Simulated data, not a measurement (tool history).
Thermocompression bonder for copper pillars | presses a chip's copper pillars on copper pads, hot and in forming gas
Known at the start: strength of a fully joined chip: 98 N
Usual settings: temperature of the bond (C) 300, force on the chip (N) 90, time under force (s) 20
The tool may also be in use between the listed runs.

| run | day | temperature of the bond (C) | force on the chip (N) | time under force (s) | force that shears a chip off (N) |
|---|---|---|---|---|---|
| 1 | 0.000 | 300 | 90 | 20 | 36.4 |
| 2 | 0.725 | 300 | 58 | 20 | 29.1 |
| 3 | 2.092 | 300 | 58 | 20 | 29.0 |
| 4 | 2.750 | 300 | 58 | 20 | 29.0 |
| 5 | 3.521 | 300 | 58 | 20 | 29.2 |
| 6 | 4.579 | 300 | 90 | 20 | 36.1 |
| 7 | 5.625 | 300 | 90 | 20 | 36.2 |
| 8 | 6.492 | 300 | 90 | 20 | 36.3 |
| 9 | 7.888 | 300 | 90 | 20 | 35.9 |
| 10 | 8.600 | 300 | 90 | 20 | 36.0 |
| 11 | 9.538 | 300 | 107 | 20 | 38.9 |
| 12 | 10.371 | 300 | 90 | 46 | 48.2 |
| 13 | 11.058 | 291 | 105 | 17 | 32.9 |
|  | 11.254 | heater calibrated with a thermocouple chip |
| 14 | 12.442 | 291 | 105 | 17 | 33.3 |
| 15 | 13.921 | 271 | 60 | 12 | 16.9 |
| 16 | 14.579 | 277 | 90 | 15 | 25.1 |
| 17 | 16.117 | 321 | 117 | 53 | 63.7 |
| 18 | 17.467 | 321 | 117 | 53 | 63.6 |
|  | 18.425 | forming gas filter changed |
| 19 | 18.554 | 321 | 117 | 53 | 69.6 |
| 20 | 19.704 | 308 | 122 | 41 | 60.1 |
|  | 19.879 | heater calibrated with a thermocouple chip, once more |
| 21 | 20.412 | 294 | 90 | 26 | 37.4 |

Forecast each of these 4 alternatives for the next run:
| A | 21.458 | 285 | 90 | 20 | ? |
| B | 21.458 | 324 | 67 | 25 | ? |
| C | 21.458 | 293 | 90 | 26 | ? |
| D | 21.458 | 287 | 68 | 12 | ? |

| run | force that shears a chip off (N) |
|---|---|
| A | 30.7 |
| B | 42.1 |
| C | 36.9 |
| D | 21.8 |
Without the tool's hidden state the same runs would have given:
| run | force that shears a chip off (N) |
|---|---|
| A | 31.7 |
| B | 43.4 |
| C | 38.1 |
| D | 22.5 |
